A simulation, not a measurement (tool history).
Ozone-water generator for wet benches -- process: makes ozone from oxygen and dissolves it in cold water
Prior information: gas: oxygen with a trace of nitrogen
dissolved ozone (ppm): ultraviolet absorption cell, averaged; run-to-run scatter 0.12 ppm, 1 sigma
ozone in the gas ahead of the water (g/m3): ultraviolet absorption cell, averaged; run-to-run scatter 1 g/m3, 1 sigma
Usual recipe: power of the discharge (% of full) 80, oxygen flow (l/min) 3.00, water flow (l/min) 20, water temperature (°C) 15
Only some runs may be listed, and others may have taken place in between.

| run | hour | power of the discharge (% of full) | oxygen flow (l/min) | water flow (l/min) | water temperature (°C) | dissolved ozone (ppm) | ozone in the gas ahead of the water (g/m3) |
|---|---|---|---|---|---|---|---|
| 1 | 0.0 | 80 | 3.00 | 20 | 15 | 10.6 | 168.6 |
| 2 | 64.1 | 80 | 3.00 | 20 | 15 | 10.7 | 168.6 |
| 3 | 135.8 | 80 | 3.00 | 20 | 15 | 10.9 | 166.8 |
| 4 | 197.1 | 80 | 3.00 | 20 | 15 | 10.9 | 166.7 |
| 5 | 230.3 | 80 | 3.00 | 20 | 15 | 10.9 | 166.3 |
| 6 | 276.9 | 80 | 3.00 | 20 | 15 | 10.8 | 165.3 |
| 7 | 314.5 | 80 | 3.00 | 20 | 15 | 10.8 | 167.5 |
| 8 | 379.1 | 80 | 3.00 | 15 | 15 | 13.7 | 166.2 |
| 9 | 451.3 | 80 | 2.82 | 15 | 15 | 13.4 | 171.6 |
| 10 | 493.7 | 80 | 2.82 | 15 | 15 | 13.3 | 170.4 |
| 11 | 569.5 | 80 | 3.00 | 20 | 15 | 10.5 | 166.8 |
| 12 | 643.1 | 80 | 3.00 | 20 | 15 | 10.4 | 165.0 |
| 13 | 717.6 | 80 | 3.00 | 20 | 15 | 10.4 | 167.1 |
| 14 | 788.6 | 80 | 3.00 | 20 | 15 | 10.3 | 165.0 |
| 15 | 844.6 | 80 | 3.00 | 20 | 15 | 10.4 | 164.8 |
| 16 | 898.9 | 80 | 3.00 | 20 | 15 | 10.5 | 165.5 |
| 17 | 932.0 | 55 | 1.58 | 23 | 15 | 5.1 | 149.2 |
| 18 | 980.0 | 55 | 1.58 | 23 | 15 | 4.9 | 147.8 |
| 19 | 1022.9 | 55 | 1.58 | 23 | 15 | 4.9 | 146.7 |
| 20 | 1054.7 | 55 | 1.58 | 13 | 15 | 8.8 | 147.4 |
| 21 | 1099.0 | 55 | 4.45 | 12 | 15 | 12.4 | 99.7 |
| 22 | 1130.1 | 55 | 4.45 | 12 | 15 | 12.0 | 102.1 |
| 23 | 1199.4 | 55 | 4.45 | 12 | 15 | 12.1 | 101.3 |
| 24 | 1260.7 | 55 | 4.45 | 12 | 15 | 12.3 | 101.5 |
| 25 | 1295.9 | 58 | 3.61 | 13 | 19 | 10.9 | 114.4 |
| 26 | 1360.1 | 80 | 3.00 | 28 | 12 | 7.7 | 162.5 |
| 27 | 1400.4 | 80 | 3.00 | 28 | 12 | 7.6 | 162.3 |
| 28 | 1436.5 | 82 | 3.00 | 28 | 12 | 7.6 | 164.5 |
| 29 | 1475.6 | 82 | 3.00 | 28 | 12 | 7.6 | 165.2 |
| 30 | 1522.7 | 82 | 3.00 | 28 | 12 | 7.9 | 164.8 |

Forecast each of these 3 alternatives for the next run:
| A | 1569.9 | 53 | 3.00 | 14 | 14 | ? | ? |
| B | 1569.9 | 59 | 3.00 | 16 | 19 | ? | ? |
| C | 1569.9 | 82 | 3.00 | 28 | 13 | ? | ? |

| run | dissolved ozone (ppm) | ozone in the gas ahead of the water (g/m3) |
|---|---|---|
| A | 9.8 | 112.6 |
| B | 9.0 | 122.7 |
| C | 7.6 | 165.6 |
Stripped of hidden state, with their random variation kept, the same runs would have yielded:
| run | dissolved ozone (ppm) | ozone in the gas ahead of the water (g/m3) |
|---|---|---|
| A | 10.6 | 117.5 |
| B | 9.8 | 128.7 |
| C | 8.5 | 176.7 |
